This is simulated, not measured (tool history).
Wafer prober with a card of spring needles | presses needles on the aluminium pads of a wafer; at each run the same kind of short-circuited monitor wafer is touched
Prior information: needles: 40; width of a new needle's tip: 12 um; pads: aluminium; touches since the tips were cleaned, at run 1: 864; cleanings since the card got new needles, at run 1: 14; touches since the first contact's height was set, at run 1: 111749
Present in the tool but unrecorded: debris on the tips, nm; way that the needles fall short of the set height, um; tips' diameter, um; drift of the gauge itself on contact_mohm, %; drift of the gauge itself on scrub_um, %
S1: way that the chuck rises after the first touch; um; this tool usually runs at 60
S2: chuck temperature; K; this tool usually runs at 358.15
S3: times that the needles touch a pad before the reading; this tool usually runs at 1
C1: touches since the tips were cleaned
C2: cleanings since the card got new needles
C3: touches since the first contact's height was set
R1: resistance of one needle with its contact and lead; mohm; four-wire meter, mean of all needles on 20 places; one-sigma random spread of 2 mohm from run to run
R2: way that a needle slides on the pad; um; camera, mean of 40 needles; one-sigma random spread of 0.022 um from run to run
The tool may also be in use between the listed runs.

Run 1, hour 0: usual settings; C1 864; C2 14; C3 111749. Result: R1 227 mohm, R2 7.95 um.
Run 2, hour 6.3: usual settings; C1 2586; C2 14; C3 113471. Result: R1 240 mohm, R2 7.97 um.
Run 3, hour 15: usual settings; C1 4975; C2 14; C3 115860. Result: R1 245 mohm, R2 7.93 um.
Run 4, hour 20.9: usual settings; C1 6579; C2 14; C3 117464. Result: R1 246 mohm, R2 7.94 um.
At hour 23.1: tips cleaned on abrasive film.
Run 5, hour 31.7: usual settings but S2 352.15 K; C1 2354; C2 15; C3 120376. Result: R1 236 mohm, R2 7.95 um.
Run 6, hour 37.4: usual settings but S1 46 um; C1 3909; C2 15; C3 121931. Result: R1 254 mohm, R2 6.05 um.
Run 7, hour 44.2: usual settings but S1 46 um; C1 5792; C2 15; C3 123814. Result: R1 262 mohm, R2 6.04 um.
At hour 48.8: tips cleaned on abrasive film.
Run 8, hour 56.5: usual settings but S3 2; C1 2091; C2 16; C3 127126. Result: R1 230 mohm, R2 7.94 um.
Run 9, hour 67.4: usual settings but S2 345.15 K, S3 2; C1 5075; C2 16; C3 130110. Result: R1 237 mohm, R2 7.93 um.

Run 10 comes next. What will it give?
At hour 74.5: tips cleaned on abrasive film.
Run 10, hour 79.6: usual settings but S1 41 um, S2 309.15 K, S3 3; C1 1387; C2 17; C3 133424. Result: R1 ?, R2 ?.

{"run 10": {"R1": 222, "R2": 5.32}}
On a tool with no hidden condition, and with the same random variation, this run would have come out at R1 211 mohm, R2 5.56 um.

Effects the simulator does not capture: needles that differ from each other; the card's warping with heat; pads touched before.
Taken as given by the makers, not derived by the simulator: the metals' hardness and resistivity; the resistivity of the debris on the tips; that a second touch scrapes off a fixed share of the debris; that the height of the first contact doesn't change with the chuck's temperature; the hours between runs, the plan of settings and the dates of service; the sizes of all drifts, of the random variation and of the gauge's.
